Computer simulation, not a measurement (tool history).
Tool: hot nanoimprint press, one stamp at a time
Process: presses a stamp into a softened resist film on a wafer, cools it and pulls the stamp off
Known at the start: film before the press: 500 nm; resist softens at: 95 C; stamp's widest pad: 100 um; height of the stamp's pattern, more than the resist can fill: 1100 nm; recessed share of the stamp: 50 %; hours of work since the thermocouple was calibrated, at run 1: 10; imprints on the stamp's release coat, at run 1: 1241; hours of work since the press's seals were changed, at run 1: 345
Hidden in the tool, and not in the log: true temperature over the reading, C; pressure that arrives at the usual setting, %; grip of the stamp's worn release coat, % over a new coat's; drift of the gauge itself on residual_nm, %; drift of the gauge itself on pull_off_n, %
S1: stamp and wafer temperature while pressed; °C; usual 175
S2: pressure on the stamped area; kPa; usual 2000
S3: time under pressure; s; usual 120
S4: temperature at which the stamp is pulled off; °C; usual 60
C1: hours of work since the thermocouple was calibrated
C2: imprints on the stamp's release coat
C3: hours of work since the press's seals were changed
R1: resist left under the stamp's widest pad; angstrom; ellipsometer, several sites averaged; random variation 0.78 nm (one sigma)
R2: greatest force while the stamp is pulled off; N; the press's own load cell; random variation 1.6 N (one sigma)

run	day	S1	S2	S3	S4	C1	C2	C3	R1	R2
1	0	175	2000	120	60	10	1241	345	2488	161
2	1.35	175	2000	120	61	33	1380	368	2497	156
3	2.358	175	2000	120	60	50	1484	385	2488	165
# day 2.879: stamp cleaned and given a new release coat
4	4.412	175	2000	120	60	81	158	416	2470	137
5	5.25	175	2000	120	60	95	244	430	2465	136
6	6.162	175	2000	120	51	111	338	446	2471	175
7	7.129	175	2000	120	51	128	438	462	2457	173
8	8.575	175	2000	120	60	152	587	487	2449	144
9	9.312	175	2000	120	60	165	663	500	2458	143
10	10.388	175	2000	120	68	183	773	518	2430	118
11	11.229	175	2000	120	68	198	859	532	2439	119
12	13.042	175	2000	63	60	228	1046	563	3012	155
13	14.25	175	2000	63	60	249	1170	584	2998	153
14	15.983	175	2000	63	60	279	1349	614	2985	158
15	17.029	175	2000	63	60	297	1457	631	2969	161
# day 17.442: press's hydraulic seals changed and the load cell set to zero
# day 18.142: stamp cleaned and given a new release coat
16	18.438	175	2000	63	60	311	30	13	2918	129
# day 19.071: plate thermocouple calibrated
17	20.254	175	2490	120	60	20	204	42	2235	137
18	21.029	175	2490	120	60	33	284	55	2246	140
19	22.308	175	1850	154	60	55	416	77	2329	141
20	24.058	175	1360	120	52	85	596	106	2864	173
21	25.654	175	1360	120	52	112	760	134	2861	179
22	26.533	175	1730	105	53	127	850	149	2701	176
23	27.717	175	2260	135	60	148	972	169	2201	149
24	29.462	175	2260	135	60	177	1152	199	2184	155
25	30.304	175	1920	201	59	192	1238	213	2025	162
26	31.671	175	1920	201	59	215	1379	236	2018	162
# day 33.312: stamp cleaned and given a new release coat
27	33.321	175	1920	201	59	239	1	260	2004	135
28	34.262	175	2810	201	67	255	98	276	1676	113
29	36.071	164	2000	202	53	286	284	307	3257	159

3 ways to go on from here, each from the tool as it stands after run 29. What would each give?
A	37.229	179	2000	202	56	306	403	327	?	?
B	37.229	173	2000	202	53	306	403	327	?	?
C	37.229	164	1360	180	56	306	403	327	?	?

run	R1	R2
A	1591	152
B	2143	163
C	3716	154
Without the tool's hidden state the same runs would have given:
run	R1	R2
A	1695	149
B	2281	159
C	3869	151

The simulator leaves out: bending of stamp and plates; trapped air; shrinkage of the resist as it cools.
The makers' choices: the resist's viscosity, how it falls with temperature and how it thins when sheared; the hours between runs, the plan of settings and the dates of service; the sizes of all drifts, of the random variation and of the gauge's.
